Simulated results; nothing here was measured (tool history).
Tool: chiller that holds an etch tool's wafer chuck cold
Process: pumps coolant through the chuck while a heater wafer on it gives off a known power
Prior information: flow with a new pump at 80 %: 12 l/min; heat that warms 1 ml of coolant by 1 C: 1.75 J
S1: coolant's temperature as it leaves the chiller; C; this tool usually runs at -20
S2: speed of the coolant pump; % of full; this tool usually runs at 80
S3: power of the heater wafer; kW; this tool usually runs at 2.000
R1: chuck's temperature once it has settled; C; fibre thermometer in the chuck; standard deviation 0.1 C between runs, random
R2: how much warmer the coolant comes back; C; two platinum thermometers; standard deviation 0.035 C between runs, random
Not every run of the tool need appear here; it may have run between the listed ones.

| run | hour | S1 | S2 | S3 | R1 | R2 |
|---|---|---|---|---|---|---|
| 1 | 0.0 | -20 | 80 | 2.000 | -5.2 | 5.88 |
| 2 | 15.4 | -20 | 95 | 2.000 | -7.3 | 4.93 |
| 3 | 29.6 | -14 | 80 | 2.000 | 0.7 | 5.85 |
| 4 | 48.2 | -16 | 80 | 2.000 | -1.5 | 5.82 |
| 5 | 72.9 | -16 | 80 | 2.000 | -1.3 | 5.84 |
| 6 | 98.5 | -16 | 80 | 2.000 | -1.5 | 5.87 |
| 7 | 116.9 | -16 | 65 | 2.000 | 1.2 | 7.17 |
| 8 | 136.3 | -16 | 65 | 2.000 | 1.4 | 7.27 |
| 9 | 158.2 | -16 | 65 | 2.000 | 1.2 | 7.24 |
| 10 | 186.7 | -20 | 80 | 1.197 | -11.2 | 3.51 |
| 11 | 203.0 | -23 | 80 | 2.361 | -5.5 | 6.91 |
| 12 | 227.5 | -21 | 68 | 1.609 | -7.6 | 5.54 |
|  | 230.1 | chiller's thermometer calibrated |
| 13 | 255.6 | -22 | 71 | 1.908 | -6.6 | 6.36 |
| 14 | 273.1 | -20 | 64 | 2.067 | -1.8 | 7.68 |
|  | 276.2 | chiller's thermometer calibrated, once more |
| 15 | 295.5 | -19 | 66 | 1.134 | -9.3 | 4.09 |
| 16 | 317.3 | -19 | 66 | 1.134 | -9.3 | 4.06 |
| 17 | 340.8 | -20 | 64 | 1.882 | -3.4 | 6.96 |
| 18 | 359.9 | -20 | 64 | 1.882 | -3.2 | 6.99 |
| 19 | 372.4 | -23 | 96 | 1.663 | -12.3 | 4.03 |
| 20 | 391.3 | -26 | 97 | 2.000 | -13.4 | 4.74 |

Run by run, hidden condition taken away, random variation retained:
Hidden state present: heat passed by the chuck's channels, % of clean ones'; flow at a given pump speed, % of a new pump's; coolant's true temperature over the reading, C; drift of the gauge itself on chuck_c, C; drift of the gauge itself on warmer_back_c, C.
| run | R1 | R2 |
|---|---|---|
| 1 | -5.4 | 5.75 |
| 2 | -7.6 | 4.83 |
| 3 | 0.4 | 5.72 |
| 4 | -1.8 | 5.69 |
| 5 | -1.6 | 5.70 |
| 6 | -1.8 | 5.73 |
| 7 | 0.8 | 7.00 |
| 8 | 1.0 | 7.09 |
| 9 | 0.8 | 7.06 |
| 10 | -11.3 | 3.42 |
| 11 | -6.0 | 6.74 |
| 12 | -7.9 | 5.40 |
| 13 | -7.0 | 6.20 |
| 14 | -2.3 | 7.47 |
| 15 | -9.6 | 3.98 |
| 16 | -9.6 | 3.95 |
| 17 | -3.9 | 6.76 |
| 18 | -3.7 | 6.79 |
| 19 | -12.6 | 3.92 |
| 20 | -13.8 | 4.60 |
